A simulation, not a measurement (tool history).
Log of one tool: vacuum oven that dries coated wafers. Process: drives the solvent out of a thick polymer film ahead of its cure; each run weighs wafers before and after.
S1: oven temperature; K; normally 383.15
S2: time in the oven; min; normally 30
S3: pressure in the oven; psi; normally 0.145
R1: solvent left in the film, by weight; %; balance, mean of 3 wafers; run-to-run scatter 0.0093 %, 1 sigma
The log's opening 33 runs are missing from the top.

At hour 2116.4: oven's thermocouples calibrated.
Run 34, hour 2163.3: usual settings but S1 377.15 K, S2 35 min. Result: R1 2.366 %.
Run 35, hour 2221.1: usual settings but S1 382.15 K, S3 0.155 psi. Result: R1 1.86 %.
Run 36, hour 2261.8: usual settings but S1 386.15 K, S2 18 min, S3 0.154 psi. Result: R1 2.947 %.
Run 37, hour 2318.9: usual settings but S2 22 min, S3 0.104 psi. Result: R1 2.635 %.
Run 38, hour 2364.5: usual settings but S1 390.15 K, S2 33 min, S3 0.131 psi. Result: R1 0.622 %.
Run 39, hour 2422.2: usual settings but S1 390.15 K, S2 33 min, S3 0.131 psi. Result: R1 0.609 %.
Run 40, hour 2470.7: usual settings but S1 390.15 K, S2 33 min, S3 0.131 psi. Result: R1 0.623 %.
Run 41, hour 2536.8: usual settings but S1 384.15 K, S2 35 min. Result: R1 1.082 %.
Run 42, hour 2601.3: usual settings but S1 384.15 K, S2 35 min. Result: R1 1.094 %.
Run 43, hour 2671.1: usual settings but S1 377.15 K, S2 25 min, S3 0.093 psi. Result: R1 3.629 %.
Run 44, hour 2754.2: usual settings but S1 398.15 K, S3 0.474 psi. Result: R1 1.138 %.

Run 45 is up next; what results do you expect?
Run 45, hour 2809.1: usual settings but S1 398.15 K, S2 21 min, S3 0.528 psi. Result: R1 ?.

R1: 1.438 %
With no hidden state in the tool, this same run would have given R1 1.466 %.
